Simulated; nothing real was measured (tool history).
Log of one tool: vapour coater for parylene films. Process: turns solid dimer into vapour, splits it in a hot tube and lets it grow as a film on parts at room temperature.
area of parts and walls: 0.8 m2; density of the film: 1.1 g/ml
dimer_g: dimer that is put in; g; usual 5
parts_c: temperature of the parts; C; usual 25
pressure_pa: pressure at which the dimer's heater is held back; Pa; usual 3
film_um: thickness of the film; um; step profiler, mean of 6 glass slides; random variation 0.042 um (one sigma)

{"run": 1, "hour": 0.0, "dimer_g": 5, "parts_c": 25, "pressure_pa": 3, "film_um": 4.44}
{"run": 2, "hour": 19.1, "dimer_g": 5, "parts_c": 25, "pressure_pa": 3, "film_um": 4.54}
{"run": 3, "hour": 27.2, "dimer_g": 5, "parts_c": 25, "pressure_pa": 3, "film_um": 4.51}
{"run": 4, "hour": 37.2, "dimer_g": 5, "parts_c": 25, "pressure_pa": 3, "film_um": 4.57}
{"run": 5, "hour": 55.2, "dimer_g": 5, "parts_c": 25, "pressure_pa": 3, "film_um": 4.51}
{"run": 6, "hour": 73.1, "dimer_g": 5, "parts_c": 25, "pressure_pa": 3, "film_um": 4.53}
{"run": 7, "hour": 82.9, "dimer_g": 5, "parts_c": 25, "pressure_pa": 3, "film_um": 4.49}
{"run": 8, "hour": 99.4, "dimer_g": 5, "parts_c": 25, "pressure_pa": 3, "film_um": 4.43}
{"run": 9, "hour": 111.3, "dimer_g": 2, "parts_c": 25, "pressure_pa": 3, "film_um": 1.8}
{"run": 10, "hour": 125.2, "dimer_g": 2, "parts_c": 25, "pressure_pa": 3, "film_um": 1.8}
{"run": 11, "hour": 135.4, "dimer_g": 2, "parts_c": 25, "pressure_pa": 3, "film_um": 1.8}
{"run": 12, "hour": 151.4, "dimer_g": 5, "parts_c": 25, "pressure_pa": 3, "film_um": 4.54}
{"run": 13, "hour": 163.4, "dimer_g": 5, "parts_c": 25, "pressure_pa": 3, "film_um": 4.46}
{"run": 14, "hour": 181.0, "dimer_g": 5, "parts_c": 25, "pressure_pa": 3, "film_um": 4.48}
{"run": 15, "hour": 189.9, "dimer_g": 5, "parts_c": 25, "pressure_pa": 3, "film_um": 4.37}
{"run": 16, "hour": 206.3, "dimer_g": 4, "parts_c": 25, "pressure_pa": 3, "film_um": 3.51}
{"run": 17, "hour": 216.5, "dimer_g": 3, "parts_c": 25, "pressure_pa": 3, "film_um": 2.62}
{"run": 18, "hour": 225.0, "dimer_g": 3, "parts_c": 25, "pressure_pa": 3, "film_um": 2.65}
{"run": 19, "hour": 236.4, "dimer_g": 5, "parts_c": 17, "pressure_pa": 10.86, "film_um": 4.42}
{"run": 20, "hour": 250.8, "dimer_g": 2, "parts_c": 31, "pressure_pa": 6.92, "film_um": 1.39}
{"run": 21, "hour": 269.2, "dimer_g": 6, "parts_c": 26, "pressure_pa": 3.74, "film_um": 5.02}
{"hour": 275.1, "done": "trap's valve overhauled"}
{"run": 22, "hour": 286.0, "dimer_g": 6, "parts_c": 26, "pressure_pa": 3.74, "film_um": 5.04}
{"run": 23, "hour": 304.0, "dimer_g": 6, "parts_c": 26, "pressure_pa": 3.74, "film_um": 4.98}
{"run": 24, "hour": 321.5, "dimer_g": 6, "parts_c": 26, "pressure_pa": 3.82, "film_um": 5.02}
{"run": 25, "hour": 332.4, "dimer_g": 6, "parts_c": 20, "pressure_pa": 3.05, "film_um": 5.77}
{"run": 26, "hour": 341.4, "dimer_g": 3, "parts_c": 25, "pressure_pa": 3, "film_um": 2.66}
{"run": 27, "hour": 351.1, "dimer_g": 4, "parts_c": 17, "pressure_pa": 3.62, "film_um": 4.04}
{"hour": 357.8, "done": "trap's valve overhauled, once more"}
{"run": 28, "hour": 366.2, "dimer_g": 6, "parts_c": 36, "pressure_pa": 5.96, "film_um": 4.03}
{"run": 29, "hour": 384.3, "dimer_g": 5, "parts_c": 23, "pressure_pa": 3, "film_um": 4.75}
{"run": 30, "hour": 397.3, "dimer_g": 5, "parts_c": 23, "pressure_pa": 8.94, "film_um": 4.17}
{"run": 31, "hour": 415.7, "dimer_g": 5, "parts_c": 23, "pressure_pa": 4.23, "film_um": 4.48}
{"run": 32, "hour": 424.5, "dimer_g": 5, "parts_c": 18, "pressure_pa": 3, "film_um": 5.15}
{"run": 33, "hour": 434.9, "dimer_g": 5, "parts_c": 18, "pressure_pa": 3.32, "film_um": 5.1}
{"run": 34, "hour": 449.3, "dimer_g": 6, "parts_c": 18, "pressure_pa": 3.33, "film_um": 6.07}

3 ways to go on from here, each from the tool as it stands after run 34. What would each give?
{"run": "A", "hour": 461.9, "dimer_g": 8, "parts_c": 18, "pressure_pa": 9.93, "film_um": "?"}
{"run": "B", "hour": 461.9, "dimer_g": 8, "parts_c": 18, "pressure_pa": 3.33, "film_um": "?"}
{"run": "C", "hour": 461.9, "dimer_g": 5, "parts_c": 25, "pressure_pa": 6.58, "film_um": "?"}

run=A film_um=7.25
run=B film_um=8.12
run=C film_um=4.07
Without the tool's hidden state the same runs would have given:
run=A film_um=7.39
run=B film_um=8.27
run=C film_um=4.15
